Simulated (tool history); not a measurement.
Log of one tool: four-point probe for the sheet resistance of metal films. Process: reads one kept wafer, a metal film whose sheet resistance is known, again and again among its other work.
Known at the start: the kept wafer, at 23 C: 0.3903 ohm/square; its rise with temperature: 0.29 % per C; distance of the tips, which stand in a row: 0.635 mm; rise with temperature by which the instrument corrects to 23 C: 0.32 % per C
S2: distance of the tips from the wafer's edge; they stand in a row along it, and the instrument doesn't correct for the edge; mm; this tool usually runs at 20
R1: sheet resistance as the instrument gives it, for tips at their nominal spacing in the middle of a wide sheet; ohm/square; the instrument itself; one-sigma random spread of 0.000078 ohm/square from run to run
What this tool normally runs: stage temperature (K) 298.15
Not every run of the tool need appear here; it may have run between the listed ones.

{"run": 1, "hour": 0.0, "stage temperature (K)": 298.15, "S2": 20, "R1": 0.392216}
{"run": 2, "hour": 91.2, "stage temperature (K)": 298.15, "S2": 20, "R1": 0.392142}
{"run": 3, "hour": 151.1, "stage temperature (K)": 298.15, "S2": 64, "R1": 0.391944}
{"run": 4, "hour": 242.9, "stage temperature (K)": 298.15, "S2": 64, "R1": 0.392015}
{"run": 5, "hour": 359.3, "stage temperature (K)": 298.15, "S2": 64, "R1": 0.392022}
{"run": 6, "hour": 414.9, "stage temperature (K)": 298.15, "S2": 64, "R1": 0.392036}
{"run": 7, "hour": 536.3, "stage temperature (K)": 298.15, "S2": 64, "R1": 0.392021}
{"run": 8, "hour": 606.3, "stage temperature (K)": 298.15, "S2": 64, "R1": 0.392095}
{"run": 9, "hour": 732.2, "stage temperature (K)": 298.15, "S2": 64, "R1": 0.392058}
{"run": 10, "hour": 855.8, "stage temperature (K)": 298.15, "S2": 20, "R1": 0.392342}
{"run": 11, "hour": 972.2, "stage temperature (K)": 298.15, "S2": 20, "R1": 0.39249}
{"run": 12, "hour": 1085.6, "stage temperature (K)": 298.15, "S2": 20, "R1": 0.392544}
{"run": 13, "hour": 1143.2, "stage temperature (K)": 298.15, "S2": 20, "R1": 0.392624}
{"run": 14, "hour": 1257.1, "stage temperature (K)": 298.15, "S2": 23, "R1": 0.392601}
{"run": 15, "hour": 1355.3, "stage temperature (K)": 302.15, "S2": 6, "R1": 0.394351}
{"run": 16, "hour": 1477.0, "stage temperature (K)": 302.15, "S2": 6, "R1": 0.394359}
{"run": 17, "hour": 1555.6, "stage temperature (K)": 299.15, "S2": 6, "R1": 0.394652}
{"run": 18, "hour": 1668.0, "stage temperature (K)": 299.15, "S2": 8, "R1": 0.393747}
{"run": 19, "hour": 1769.6, "stage temperature (K)": 299.15, "S2": 8, "R1": 0.39382}
{"run": 20, "hour": 1830.8, "stage temperature (K)": 297.15, "S2": 53, "R1": 0.392713}
{"run": 21, "hour": 1913.2, "stage temperature (K)": 297.15, "S2": 53, "R1": 0.392768}
{"run": 22, "hour": 1968.6, "stage temperature (K)": 306.15, "S2": 5, "R1": 0.395221}
{"run": 23, "hour": 2093.0, "stage temperature (K)": 294.15, "S2": 3, "R1": 0.402209}
{"run": 24, "hour": 2206.6, "stage temperature (K)": 303.15, "S2": 20, "R1": 0.392245}
{"run": 25, "hour": 2262.7, "stage temperature (K)": 298.15, "S2": 29, "R1": 0.392749}
{"run": 26, "hour": 2364.1, "stage temperature (K)": 297.15, "S2": 10, "R1": 0.393585}

Each row is a separate what-if for the run after 26, all from the same tool condition, not one after another. Results?
{"run": "A", "hour": 2438.0, "stage temperature (K)": 294.15, "S2": 17, "R1": "?"}
{"run": "B", "hour": 2438.0, "stage temperature (K)": 298.15, "S2": 19, "R1": "?"}
{"run": "C", "hour": 2438.0, "stage temperature (K)": 296.15, "S2": 20, "R1": "?"}
{"run": "D", "hour": 2438.0, "stage temperature (K)": 307.15, "S2": 20, "R1": "?"}

run=A R1=0.393374
run=B R1=0.392992
run=C R1=0.39305
run=D R1=0.392163
What these runs would have given with no unlogged condition in the tool:
run=A R1=0.390744
run=B R1=0.390356
run=C R1=0.390418
run=D R1=0.389514
